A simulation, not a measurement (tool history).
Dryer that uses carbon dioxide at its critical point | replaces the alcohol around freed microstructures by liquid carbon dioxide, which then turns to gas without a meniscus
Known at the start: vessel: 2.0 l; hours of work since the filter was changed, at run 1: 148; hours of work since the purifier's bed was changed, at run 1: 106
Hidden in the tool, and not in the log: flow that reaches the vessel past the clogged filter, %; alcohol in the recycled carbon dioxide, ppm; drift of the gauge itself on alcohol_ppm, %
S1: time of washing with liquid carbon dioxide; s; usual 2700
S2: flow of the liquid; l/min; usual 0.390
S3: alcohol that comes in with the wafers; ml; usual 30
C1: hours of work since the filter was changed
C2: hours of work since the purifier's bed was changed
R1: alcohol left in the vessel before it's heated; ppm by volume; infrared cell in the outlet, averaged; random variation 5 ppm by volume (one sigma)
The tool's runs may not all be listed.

run 1 hour=0.0 | S1=2700 S2=0.390 S3=30 | C1=148 C2=106 | R1=43
run 2 hour=31.5 | S1=2700 S2=0.377 S3=30 | C1=167 C2=126 | R1=61
run 3 hour=67.5 | S1=2700 S2=0.377 S3=105 | C1=189 C2=148 | R1=137
run 4 hour=83.7 | S1=2700 S2=0.377 S3=105 | C1=199 C2=158 | R1=141
run 5 hour=100.3 | S1=2700 S2=0.390 S3=25 | C1=209 C2=168 | R1=64
run 6 hour=124.0 | S1=2700 S2=0.406 S3=30 | C1=224 C2=183 | R1=79
run 7 hour=161.9 | S1=2700 S2=0.390 S3=30 | C1=247 C2=206 | R1=84
run 8 hour=180.3 | S1=2700 S2=0.390 S3=30 | C1=259 C2=217 | R1=97
run 9 hour=204.9 | S1=2700 S2=0.390 S3=24 | C1=274 C2=232 | R1=85
run 10 hour=243.8 | S1=2700 S2=0.390 S3=30 | C1=298 C2=256 | R1=94
run 11 hour=262.5 | S1=2700 S2=0.252 S3=30 | C1=309 C2=267 | R1=304
run 12 hour=295.9 | S1=2700 S2=0.390 S3=67 | C1=329 C2=288 | R1=155
run 13 hour=324.7 | S1=2700 S2=0.390 S3=67 | C1=347 C2=306 | R1=157
run 14 hour=361.0 | S1=1920 S2=0.390 S3=67 | C1=369 C2=328 | R1=518
run 15 hour=378.0 | S1=1920 S2=0.572 S3=67 | C1=380 C2=338 | R1=157
run 16 hour=414.8 | S1=1920 S2=0.572 S3=67 | C1=402 C2=361 | R1=167
run 17 hour=443.5 | S1=1920 S2=0.572 S3=67 | C1=420 C2=378 | R1=165
run 18 hour=476.1 | S1=1920 S2=0.572 S3=67 | C1=440 C2=398 | R1=183
run 19 hour=511.7 | S1=2700 S2=0.390 S3=65 | C1=462 C2=420 | R1=203
run 20 hour=535.6 | S1=2700 S2=0.390 S3=65 | C1=476 C2=435 | R1=204
-- hour=542.2 inlet filter changed
run 21 hour=556.1 | S1=2700 S2=0.390 S3=65 | C1=9 C2=447 | R1=165
run 22 hour=590.0 | S1=2700 S2=0.390 S3=65 | C1=29 C2=468 | R1=150
run 23 hour=609.7 | S1=2700 S2=0.390 S3=30 | C1=41 C2=480 | R1=142
run 24 hour=647.9 | S1=2700 S2=0.390 S3=64 | C1=65 C2=503 | R1=171
-- hour=656.2 purifier's bed changed
run 25 hour=690.5 | S1=4020 S2=0.565 S3=42 | C1=89 C2=21 | R1=19
run 26 hour=716.1 | S1=1680 S2=0.407 S3=23 | C1=105 C2=37 | R1=161
run 27 hour=743.4 | S1=2880 S2=0.407 S3=23 | C1=122 C2=53 | R1=39
run 28 hour=773.9 | S1=2220 S2=0.407 S3=47 | C1=140 C2=72 | R1=111
run 29 hour=804.4 | S1=1740 S2=0.300 S3=110 | C1=159 C2=91 | R1=1960
run 30 hour=822.9 | S1=2580 S2=0.244 S3=120 | C1=170 C2=102 | R1=1094
run 31 hour=848.4 | S1=2700 S2=0.453 S3=89 | C1=186 C2=118 | R1=54
run 32 hour=871.9 | S1=2100 S2=0.304 S3=89 | C1=200 C2=132 | R1=826
run 33 hour=890.9 | S1=2700 S2=0.610 S3=27 | C1=212 C2=144 | R1=45
run 34 hour=913.1 | S1=2700 S2=0.610 S3=27 | C1=226 C2=158 | R1=42
run 35 hour=951.5 | S1=2400 S2=0.390 S3=33 | C1=249 C2=181 | R1=123
run 36 hour=970.1 | S1=3000 S2=0.398 S3=23 | C1=261 C2=192 | R1=67
run 37 hour=1002.8 | S1=1860 S2=0.286 S3=31 | C1=281 C2=212 | R1=665
run 38 hour=1021.3 | S1=1860 S2=0.286 S3=31 | C1=292 C2=224 | R1=679
run 39 hour=1055.8 | S1=2700 S2=0.390 S3=48 | C1=313 C2=245 | R1=120
run 40 hour=1090.3 | S1=2160 S2=0.390 S3=55 | C1=334 C2=266 | R1=259
run 41 hour=1120.0 | S1=2160 S2=0.390 S3=55 | C1=352 C2=284 | R1=276
run 42 hour=1141.7 | S1=2280 S2=0.582 S3=45 | C1=366 C2=298 | R1=86
run 43 hour=1167.2 | S1=3240 S2=0.390 S3=30 | C1=381 C2=313 | R1=89
run 44 hour=1198.0 | S1=1980 S2=0.390 S3=30 | C1=400 C2=332 | R1=264

Run 45 comes next. What will it give?
run 45 hour=1230.6 | S1=1980 S2=0.390 S3=30 | C1=420 C2=352 | R1=?

{"run 45": {"R1": 278}}
Without the tool's hidden state the same run would have given R1 95 ppm by volume.
